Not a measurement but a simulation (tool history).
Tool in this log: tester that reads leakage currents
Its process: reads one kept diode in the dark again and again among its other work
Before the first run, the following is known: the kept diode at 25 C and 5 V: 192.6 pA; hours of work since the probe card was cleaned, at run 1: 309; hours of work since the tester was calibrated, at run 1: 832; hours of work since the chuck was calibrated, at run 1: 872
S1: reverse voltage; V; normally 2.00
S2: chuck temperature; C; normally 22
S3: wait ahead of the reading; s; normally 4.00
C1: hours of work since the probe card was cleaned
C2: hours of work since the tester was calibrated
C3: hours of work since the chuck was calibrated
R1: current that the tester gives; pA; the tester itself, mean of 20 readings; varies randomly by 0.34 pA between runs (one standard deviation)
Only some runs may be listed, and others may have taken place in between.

{"run": 1, "hour": 0.0, "S1": 2.0, "S2": 22, "S3": 4.0, "C1": 309, "C2": 832, "C3": 872, "R1": 111.53}
{"run": 2, "hour": 32.7, "S1": 2.0, "S2": 22, "S3": 4.0, "C1": 327, "C2": 850, "C3": 891, "R1": 110.7}
{"run": 3, "hour": 62.2, "S1": 2.0, "S2": 22, "S3": 4.0, "C1": 344, "C2": 867, "C3": 908, "R1": 111.27}
{"run": 4, "hour": 113.1, "S1": 2.0, "S2": 22, "S3": 4.0, "C1": 373, "C2": 896, "C3": 937, "R1": 111.38}
{"run": 5, "hour": 158.9, "S1": 2.0, "S2": 22, "S3": 4.0, "C1": 399, "C2": 922, "C3": 963, "R1": 111.07}
{"run": 6, "hour": 202.5, "S1": 5.72, "S2": 22, "S3": 4.0, "C1": 424, "C2": 947, "C3": 988, "R1": 157.29}
{"run": 7, "hour": 252.2, "S1": 5.72, "S2": 22, "S3": 4.0, "C1": 453, "C2": 975, "C3": 1016, "R1": 157.19}
{"run": 8, "hour": 282.1, "S1": 2.0, "S2": 22, "S3": 0.93, "C1": 470, "C2": 993, "C3": 1033, "R1": 111.43}
{"run": 9, "hour": 319.8, "S1": 2.0, "S2": 30, "S3": 0.93, "C1": 491, "C2": 1014, "C3": 1055, "R1": 213.98}
{"run": 10, "hour": 376.6, "S1": 2.0, "S2": 38, "S3": 0.93, "C1": 524, "C2": 1046, "C3": 1087, "R1": 395.35}
{"run": 11, "hour": 418.7, "S1": 2.0, "S2": 38, "S3": 0.93, "C1": 548, "C2": 1070, "C3": 1111, "R1": 395.81}
{"run": 12, "hour": 446.4, "S1": 2.0, "S2": 38, "S3": 0.93, "C1": 563, "C2": 1086, "C3": 1127, "R1": 396.96}
{"run": 13, "hour": 475.8, "S1": 2.0, "S2": 38, "S3": 0.93, "C1": 580, "C2": 1103, "C3": 1144, "R1": 397.38}
{"hour": 495.9, "done": "chuck's temperature calibrated"}
{"run": 14, "hour": 532.9, "S1": 2.0, "S2": 38, "S3": 0.93, "C1": 612, "C2": 1134, "C3": 21, "R1": 397.82}
{"run": 15, "hour": 591.7, "S1": 2.0, "S2": 22, "S3": 4.0, "C1": 645, "C2": 1168, "C3": 55, "R1": 111.21}
{"run": 16, "hour": 641.7, "S1": 2.0, "S2": 22, "S3": 4.0, "C1": 674, "C2": 1197, "C3": 83, "R1": 111.71}
{"run": 17, "hour": 672.2, "S1": 2.0, "S2": 22, "S3": 4.0, "C1": 691, "C2": 1214, "C3": 101, "R1": 112.12}

Forecast run 18:
{"run": 18, "hour": 717.2, "S1": 2.0, "S2": 22, "S3": 2.18, "C1": 717, "C2": 1240, "C3": 126, "R1": "?"}

R1: 111.42 pA
On a tool with no hidden condition, and with the same random variation, this run would have come out at R1 111.45 pA.

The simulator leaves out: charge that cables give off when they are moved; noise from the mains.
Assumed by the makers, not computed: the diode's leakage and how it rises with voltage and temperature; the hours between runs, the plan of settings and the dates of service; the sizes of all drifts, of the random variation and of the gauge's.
